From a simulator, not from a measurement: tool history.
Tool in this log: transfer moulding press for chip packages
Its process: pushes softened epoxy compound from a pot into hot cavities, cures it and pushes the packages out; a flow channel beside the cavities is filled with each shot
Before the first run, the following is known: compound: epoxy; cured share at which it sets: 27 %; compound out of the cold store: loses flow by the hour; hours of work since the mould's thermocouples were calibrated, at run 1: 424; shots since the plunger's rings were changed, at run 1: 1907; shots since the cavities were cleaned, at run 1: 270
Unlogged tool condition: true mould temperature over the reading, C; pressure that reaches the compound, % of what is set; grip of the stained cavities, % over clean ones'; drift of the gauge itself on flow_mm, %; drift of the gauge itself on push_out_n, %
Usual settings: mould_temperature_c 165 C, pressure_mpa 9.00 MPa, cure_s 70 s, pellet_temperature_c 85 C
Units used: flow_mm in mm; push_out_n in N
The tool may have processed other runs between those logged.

run	hour	mould_temperature_c	pressure_mpa	cure_s	pellet_temperature_c	hours of work since the mould's thermocouples were calibrated	shots since the plunger's rings were changed	shots since the cavities were cleaned	incoming compound's hours out of the cold store	flow_mm	push_out_n
1	0.0	165	9.00	70	85	424	1907	270	14.0	791	778
# hour 26.7: cavities cleaned with cleaning compound and waxed
2	45.9	165	9.00	70	85	458	2739	360	41.2	703	921
# hour 68.1: cavities cleaned with cleaning compound and waxed
# hour 110.9: cavities cleaned with cleaning compound and waxed
3	114.5	165	9.00	70	90	508	3968	67	35.9	704	613
# hour 154.2: cavities cleaned with cleaning compound and waxed
4	186.1	165	9.00	70	90	561	5283	598	27.3	715	782
# hour 199.3: plunger's sealing rings changed
# hour 200.8: cavities cleaned with cleaning compound and waxed
# hour 220.9: cavities cleaned with cleaning compound and waxed, once more
# hour 261.8: cavities cleaned with cleaning compound and waxed
5	262.3	165	9.00	70	90	614	1096	9	26.6	746	621
# hour 302.8: cavities cleaned with cleaning compound and waxed
6	302.8	171	9.00	70	85	643	1827	0	24.1	727	431
# hour 345.0: cavities cleaned with cleaning compound and waxed
7	349.5	171	9.00	70	85	678	2674	85	31.6	703	438
# hour 387.5: cavities cleaned with cleaning compound and waxed
8	387.5	171	9.00	70	85	705	3357	0	32.0	709	437
# hour 428.3: cavities cleaned with cleaning compound and waxed
9	428.6	171	9.00	70	85	736	4100	6	29.1	703	447
10	461.2	165	9.00	70	85	760	4710	616	46.3	669	816
# hour 475.2: cavities cleaned with cleaning compound and waxed
# hour 508.5: plunger's sealing rings changed
11	510.1	165	9.00	70	85	795	30	607	9.4	819	909
# hour 523.4: cavities cleaned with cleaning compound and waxed
# hour 555.1: mould's thermocouples calibrated
# hour 566.2: cavities cleaned with cleaning compound and waxed
12	576.9	165	9.00	67	85	15	1189	201	9.6	805	814
# hour 608.7: cavities cleaned with cleaning compound and waxed
13	613.2	165	9.00	67	85	42	1841	85	35.4	731	696
14	646.8	165	9.00	67	85	67	2470	714	47.3	688	856
# hour 652.8: cavities cleaned with cleaning compound and waxed
15	691.3	165	9.00	67	85	100	3276	721	9.8	792	938
# hour 699.3: cavities cleaned with cleaning compound and waxed
16	731.0	168	9.87	60	95	129	3992	595	24.9	749	896
# hour 744.3: cavities cleaned with cleaning compound and waxed
17	764.6	164	10.32	60	95	154	4594	381	39.5	726	1032
# hour 787.5: cavities cleaned with cleaning compound and waxed
# hour 818.4: plunger's sealing rings changed
18	821.5	157	8.60	96	85	194	57	590	39.4	732	634
# hour 834.0: cavities cleaned with cleaning compound and waxed
# hour 879.0: cavities cleaned with cleaning compound and waxed
19	892.3	159	9.00	70	77	245	1327	249	42.5	724	1075
# hour 920.8: cavities cleaned with cleaning compound and waxed
# hour 963.7: cavities cleaned with cleaning compound and waxed
20	963.7	166	10.18	50	87	297	2611	0	17.4	802	1321
# hour 1006.4: cavities cleaned with cleaning compound and waxed
21	1037.9	166	10.18	50	87	353	3973	591	41.6	728	1583
# hour 1050.2: cavities cleaned with cleaning compound and waxed
22	1079.0	165	7.74	60	85	383	4715	541	19.9	684	1216
# hour 1090.9: cavities cleaned with cleaning compound and waxed
# hour 1121.3: plunger's sealing rings changed
# hour 1135.3: cavities cleaned with cleaning compound and waxed
23	1135.3	165	10.26	70	85	421	234	0	39.8	777	589
# hour 1180.5: cavities cleaned with cleaning compound and waxed
24	1208.4	165	10.26	70	85	476	1577	525	22.1	815	841

For each run, the measured value with the value that run would have given without the tool's hidden condition subtracted. The run-to-run variation is shared by both, the gauge scatter possibly not:
run	flow_mm	push_out_n
1	-16	+150
2	-23	+339
3	-35	+68
4	-50	+206
5	-9	+56
6	-15	+25
7	-23	+48
8	-30	+38
9	-37	+37
10	-41	+238
11	+2	+271
12	-13	+92
13	-18	+44
14	-22	+211
15	-34	+229
16	-39	+214
17	-45	+187
18	+0	+157
19	-11	+177
20	-26	+53
21	-38	+371
22	-44	+295
23	+0	+40
24	-15	+217

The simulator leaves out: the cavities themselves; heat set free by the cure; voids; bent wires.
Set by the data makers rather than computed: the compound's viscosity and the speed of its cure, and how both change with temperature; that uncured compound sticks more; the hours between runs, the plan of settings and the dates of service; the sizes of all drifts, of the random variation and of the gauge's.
